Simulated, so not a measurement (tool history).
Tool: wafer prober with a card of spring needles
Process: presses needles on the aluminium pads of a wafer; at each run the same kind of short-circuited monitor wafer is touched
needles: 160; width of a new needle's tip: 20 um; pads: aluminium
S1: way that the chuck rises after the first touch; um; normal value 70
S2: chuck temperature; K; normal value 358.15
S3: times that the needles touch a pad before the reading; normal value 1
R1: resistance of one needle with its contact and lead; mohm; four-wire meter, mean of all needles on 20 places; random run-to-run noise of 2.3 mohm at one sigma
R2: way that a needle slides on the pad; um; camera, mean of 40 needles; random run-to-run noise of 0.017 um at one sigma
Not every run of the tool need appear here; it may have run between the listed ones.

{"run": 1, "day": 0.0, "S1": 70, "S2": 358.15, "S3": 1, "R1": 306, "R2": 11.06}
{"day": 0.679, "done": "tips cleaned on abrasive film"}
{"run": 2, "day": 1.067, "S1": 70, "S2": 358.15, "S3": 1, "R1": 349, "R2": 11.04}
{"day": 1.546, "done": "tips cleaned on abrasive film"}
{"day": 2.342, "done": "tips cleaned on abrasive film"}
{"run": 3, "day": 2.529, "S1": 70, "S2": 358.15, "S3": 1, "R1": 322, "R2": 11.03}
{"day": 3.096, "done": "tips cleaned on abrasive film"}
{"day": 3.571, "done": "height of the first contact set anew"}
{"run": 4, "day": 3.779, "S1": 70, "S2": 358.15, "S3": 1, "R1": 373, "R2": 11.08}
{"day": 3.929, "done": "tips cleaned on abrasive film"}
{"day": 4.725, "done": "tips cleaned on abrasive film"}
{"day": 5.483, "done": "tips cleaned on abrasive film"}
{"run": 5, "day": 5.579, "S1": 70, "S2": 358.15, "S3": 1, "R1": 304, "R2": 11.05}
{"day": 6.288, "done": "tips cleaned on abrasive film"}
{"run": 6, "day": 6.467, "S1": 70, "S2": 358.15, "S3": 3, "R1": 278, "R2": 10.99}
{"day": 7.058, "done": "tips cleaned on abrasive film"}
{"day": 7.838, "done": "tips cleaned on abrasive film"}
{"run": 7, "day": 8.329, "S1": 70, "S2": 358.15, "S3": 1, "R1": 362, "R2": 11.02}
{"day": 8.662, "done": "tips cleaned on abrasive film"}
{"day": 9.396, "done": "tips cleaned on abrasive film"}
{"run": 8, "day": 9.417, "S1": 70, "S2": 358.15, "S3": 1, "R1": 280, "R2": 10.99}
{"day": 9.604, "done": "height of the first contact set anew"}
{"day": 10.208, "done": "tips cleaned on abrasive film"}
{"day": 10.942, "done": "tips cleaned on abrasive film"}
{"run": 9, "day": 11.354, "S1": 70, "S2": 358.15, "S3": 1, "R1": 360, "R2": 11.07}
{"day": 11.721, "done": "tips cleaned on abrasive film"}
{"day": 12.479, "done": "tips cleaned on abrasive film"}
{"run": 10, "day": 12.938, "S1": 70, "S2": 358.15, "S3": 1, "R1": 366, "R2": 11.04}
{"day": 13.258, "done": "tips cleaned on abrasive film"}
{"day": 14.046, "done": "tips cleaned on abrasive film"}
{"run": 11, "day": 14.475, "S1": 70, "S2": 358.15, "S3": 1, "R1": 356, "R2": 11.0}
{"day": 14.908, "done": "tips cleaned on abrasive film"}
{"day": 15.638, "done": "tips cleaned on abrasive film"}
{"day": 15.65, "done": "height of the first contact set anew"}
{"run": 12, "day": 15.758, "S1": 70, "S2": 358.15, "S3": 1, "R1": 304, "R2": 11.08}
{"day": 16.379, "done": "tips cleaned on abrasive film"}
{"run": 13, "day": 16.862, "S1": 70, "S2": 358.15, "S3": 1, "R1": 368, "R2": 11.06}
{"day": 17.192, "done": "tips cleaned on abrasive film"}
{"day": 17.992, "done": "tips cleaned on abrasive film"}
{"run": 14, "day": 18.654, "S1": 70, "S2": 358.15, "S3": 2, "R1": 326, "R2": 11.04}
{"day": 18.833, "done": "tips cleaned on abrasive film"}
{"day": 19.658, "done": "tips cleaned on abrasive film"}
{"run": 15, "day": 20.042, "S1": 70, "S2": 358.15, "S3": 2, "R1": 315, "R2": 11.04}
{"day": 20.45, "done": "tips cleaned on abrasive film"}
{"day": 21.258, "done": "tips cleaned on abrasive film"}
{"day": 21.629, "done": "height of the first contact set anew"}
{"run": 16, "day": 21.742, "S1": 70, "S2": 354.15, "S3": 2, "R1": 320, "R2": 11.09}
{"day": 22.067, "done": "tips cleaned on abrasive film"}
{"run": 17, "day": 22.633, "S1": 87, "S2": 358.15, "S3": 1, "R1": 326, "R2": 13.76}
{"day": 22.829, "done": "tips cleaned on abrasive film"}
{"day": 23.658, "done": "tips cleaned on abrasive film"}
{"day": 24.4, "done": "tips cleaned on abrasive film"}
{"run": 18, "day": 24.4, "S1": 84, "S2": 310.15, "S3": 1, "R1": 257, "R2": 13.24}
{"day": 25.162, "done": "tips cleaned on abrasive film"}
{"run": 19, "day": 25.729, "S1": 84, "S2": 310.15, "S3": 3, "R1": 274, "R2": 13.26}
{"day": 26.0, "done": "tips cleaned on abrasive film"}
{"day": 26.771, "done": "tips cleaned on abrasive film"}
{"run": 20, "day": 26.888, "S1": 84, "S2": 310.15, "S3": 3, "R1": 260, "R2": 13.18}
{"day": 27.538, "done": "tips cleaned on abrasive film"}
{"day": 27.717, "done": "height of the first contact set anew"}
{"run": 21, "day": 27.717, "S1": 84, "S2": 310.15, "S3": 3, "R1": 262, "R2": 13.31}
{"day": 28.383, "done": "tips cleaned on abrasive film"}
{"run": 22, "day": 28.567, "S1": 54, "S2": 354.15, "S3": 1, "R1": 374, "R2": 8.56}
{"day": 29.117, "done": "tips cleaned on abrasive film"}
{"day": 29.862, "done": "tips cleaned on abrasive film"}
{"run": 23, "day": 30.146, "S1": 54, "S2": 354.15, "S3": 1, "R1": 386, "R2": 8.51}
{"day": 30.662, "done": "tips cleaned on abrasive film"}
{"run": 24, "day": 31.296, "S1": 86, "S2": 358.15, "S3": 2, "R1": 307, "R2": 13.6}
{"day": 31.512, "done": "tips cleaned on abrasive film"}
{"day": 32.233, "done": "tips cleaned on abrasive film"}
{"run": 25, "day": 32.233, "S1": 64, "S2": 341.15, "S3": 1, "R1": 278, "R2": 10.06}
{"day": 33.004, "done": "tips cleaned on abrasive film"}
{"run": 26, "day": 33.371, "S1": 50, "S2": 302.15, "S3": 1, "R1": 466, "R2": 7.84}
{"day": 33.754, "done": "tips cleaned on abrasive film"}
{"day": 33.767, "done": "height of the first contact set anew"}
{"run": 27, "day": 34.446, "S1": 50, "S2": 302.15, "S3": 1, "R1": 501, "R2": 7.91}
{"day": 34.538, "done": "tips cleaned on abrasive film"}
{"run": 28, "day": 35.238, "S1": 50, "S2": 316.15, "S3": 1, "R1": 501, "R2": 7.92}
{"day": 35.375, "done": "tips cleaned on abrasive film"}
{"day": 36.104, "done": "tips cleaned on abrasive film"}
{"run": 29, "day": 36.662, "S1": 80, "S2": 358.15, "S3": 1, "R1": 348, "R2": 12.62}
{"day": 36.971, "done": "tips cleaned on abrasive film"}
{"day": 37.858, "done": "tips cleaned on abrasive film"}
{"run": 30, "day": 38.542, "S1": 69, "S2": 302.15, "S3": 3, "R1": 294, "R2": 10.88}

Consider 3 possible next runs. They are alternatives, not a sequence: every one starts from the tool as it was left by run 30. What does each give?
{"day": 38.721, "done": "tips cleaned on abrasive film"}
{"day": 39.525, "done": "tips cleaned on abrasive film"}
{"day": 39.783, "done": "height of the first contact set anew"}
{"run": "A", "day": 40.117, "S1": 72, "S2": 302.15, "S3": 3, "R1": "?", "R2": "?"}
{"day": 38.721, "done": "tips cleaned on abrasive film"}
{"day": 39.525, "done": "tips cleaned on abrasive film"}
{"day": 39.783, "done": "height of the first contact set anew"}
{"run": "B", "day": 40.117, "S1": 69, "S2": 356.15, "S3": 3, "R1": "?", "R2": "?"}
{"day": 38.721, "done": "tips cleaned on abrasive film"}
{"day": 39.525, "done": "tips cleaned on abrasive film"}
{"day": 39.783, "done": "height of the first contact set anew"}
{"run": "C", "day": 40.117, "S1": 70, "S2": 358.15, "S3": 1, "R1": "?", "R2": "?"}

run=A R1=287 R2=11.41
run=B R1=303 R2=10.94
run=C R1=380 R2=11.09
With the hidden condition removed and each run's random variation left untouched, the same runs would have given:
run=A R1=241 R2=11.41
run=B R1=257 R2=10.94
run=C R1=259 R2=11.09
